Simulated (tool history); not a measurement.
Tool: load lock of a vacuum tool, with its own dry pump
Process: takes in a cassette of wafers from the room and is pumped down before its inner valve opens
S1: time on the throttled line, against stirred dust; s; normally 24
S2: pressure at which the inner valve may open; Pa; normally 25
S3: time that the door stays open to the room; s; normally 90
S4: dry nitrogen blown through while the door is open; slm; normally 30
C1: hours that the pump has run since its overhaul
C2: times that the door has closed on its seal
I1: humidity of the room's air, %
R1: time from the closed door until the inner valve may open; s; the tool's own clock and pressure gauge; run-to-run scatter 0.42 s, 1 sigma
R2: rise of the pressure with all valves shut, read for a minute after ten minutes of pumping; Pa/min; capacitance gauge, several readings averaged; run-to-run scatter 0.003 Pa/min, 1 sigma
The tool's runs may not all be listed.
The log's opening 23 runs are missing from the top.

run,hour,S1,S2,S3,S4,C1,C2,I1,R1,R2
24,1451.2,24,49,90,21,9347,13124,45.7,54.2,0.063
25,1491.3,24,49,40,21,9387,13240,41.8,54.3,0.040
26,1556.6,24,49,40,21,9452,13429,44.3,55.0,0.040
27,1610.2,24,49,40,21,9506,13584,49.4,54.1,0.045
28,1674.5,33,22,127,13,9570,13770,45.3,64.6,0.098
29,1761.6,33,22,127,25,9658,14022,49.2,64.6,0.083
30,1811.8,33,22,127,25,9708,14167,46.1,64.4,0.078
31,1850.3,33,22,127,25,9746,14278,42.3,65.4,0.071
32,1931.2,24,25,93,22,9827,14512,46.0,58.8,0.065
33,1968.6,24,25,149,11,9864,14620,47.6,58.1,0.113
34,2056.7,30,37,80,11,9953,14875,49.8,59.6,0.083
35,2136.4,17,21,80,22,10032,15105,50.0,54.1,0.066
36,2204.3,24,24,163,10,10100,15301,47.0,58.7,0.126
37,2256.3,24,18,56,10,10152,15451,43.9,59.8,0.065

Here are 3 independent what-if runs from the current tool condition. What would each one return?
A,2296.0,24,25,38,28,10192,15566,45.5,?,?
B,2296.0,17,25,131,30,10192,15566,44.9,?,?
C,2296.0,17,18,77,30,10192,15566,46.6,?,?

run,R1,R2
A,59.0,0.048
B,53.6,0.061
C,55.5,0.054
Without the tool's unlogged condition, the same runs would have read:
run,R1,R2
A,56.7,0.029
B,51.2,0.042
C,53.0,0.035

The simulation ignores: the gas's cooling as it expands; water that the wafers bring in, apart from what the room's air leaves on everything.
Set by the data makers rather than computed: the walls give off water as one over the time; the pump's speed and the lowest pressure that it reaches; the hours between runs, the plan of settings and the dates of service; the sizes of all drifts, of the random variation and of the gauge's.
